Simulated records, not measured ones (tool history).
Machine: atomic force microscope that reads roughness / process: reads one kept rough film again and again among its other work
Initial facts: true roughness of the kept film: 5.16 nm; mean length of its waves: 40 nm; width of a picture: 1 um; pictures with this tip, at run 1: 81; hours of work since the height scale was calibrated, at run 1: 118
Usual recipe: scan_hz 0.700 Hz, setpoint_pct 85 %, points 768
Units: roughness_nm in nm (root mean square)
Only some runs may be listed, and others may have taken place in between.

run    day  scan_hz  setpoint_pct  points  pictures with this tip  hours of work since the height scale was calibrated  roughness_nm
  1  0.000    0.700            85     768                      81                                                  118         4.545
  2  0.229    0.700            85     768                      89                                                  121         4.521
  3  0.454    0.700            85     768                      98                                                  124         4.523
  4  0.717    0.700            85     768                     108                                                  127         4.515
  5  0.962    0.700            85     674                     117                                                  130         4.539
  6  1.288    0.700            85     514                     129                                                  134         4.546
  7  1.554    0.700            85     514                     139                                                  138         4.548
  8  1.725    0.700            85     768                     146                                                  140         4.523
  9  2.042    0.700            85     768                     158                                                  144         4.511
 10  2.200    0.700            85     768                     164                                                  146         4.527
 11  2.567    0.700            85     513                     177                                                  150         4.520
 12  2.883    0.700            85     768                     189                                                  154         4.522
 13  3.267    0.700            85     768                     204                                                  159         4.562
 14  3.500    2.456            57     438                     213                                                  162         4.574
     3.808  -- new tip fitted
 15  3.912    2.456            57     438                       3                                                  167         4.586
 16  4.200    0.700            85     561                      14                                                  171         4.544
 17  4.417    0.700            61     641                      22                                                  174         4.664
 18  4.638    0.700            61     641                      31                                                  176         4.693
 19  4.958    0.554            75     716                      43                                                  180         4.648

Expected results for the next run?
 20  5.233    2.964            88     760                      53                                                  184             ?

For run 20 the tool returned roughness_nm 3.905 nm (root mean square).
Had the tool carried no hidden state, the very same run would have given roughness_nm 3.906 nm (root mean square).
